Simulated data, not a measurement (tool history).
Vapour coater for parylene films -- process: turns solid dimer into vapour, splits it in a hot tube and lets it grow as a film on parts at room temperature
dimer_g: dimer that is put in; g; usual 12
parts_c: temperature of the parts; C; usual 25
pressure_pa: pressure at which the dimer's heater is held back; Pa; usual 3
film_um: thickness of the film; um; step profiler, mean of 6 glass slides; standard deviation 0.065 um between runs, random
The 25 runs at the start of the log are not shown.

run    hour  dimer_g  parts_c  pressure_pa  film_um
 26   966.2        6       25         7.28     2.99
 27   998.7        5       25         5.93      2.6
 28  1029.8        7       17         5.93     4.85
 29  1072.5       18       25        10.65     7.88
 30  1098.8       18       23        10.55     8.41
 31  1123.9        7       32        10.55      2.3
 32  1171.1        7       32        10.55      2.2
     1179.6  -- trap's valve overhauled
 33  1201.4        5       32         7.51     1.91
 34  1253.5       12       28            3      6.6
 35  1283.7       12       18         4.21     8.91
 36  1306.2        8       29         10.4      3.1
 37  1356.1        8       29         10.4     3.01
 38  1397.6       20       17        10.99    11.87
 39  1449.4        8       25            3     4.54
     1485.2  -- trap's valve overhauled
     1500.6  -- table's thermometer calibrated
 40  1500.8       12       19         6.01     8.46
 41  1526.7       12       28         9.33     5.32

Consider 5 possible next runs. They are alternatives, not a sequence: every one starts from the tool as it was left by run 41. What does each give?
  A  1558.3       11       28         5.64        ?
  B  1558.3       12       19            3        ?
  C  1558.3       12       25          9.3        ?
  D  1558.3       12       28         6.78        ?
  E  1558.3       12       25         3.17        ?

run  film_um
  A     5.32
  B      9.7
  C     5.96
  D     5.65
  E     7.53
Stripped of hidden state, with their random variation kept, the same runs would have yielded:
run  film_um
  A     5.51
  B    10.04
  C     6.16
  D     5.85
  E     7.79
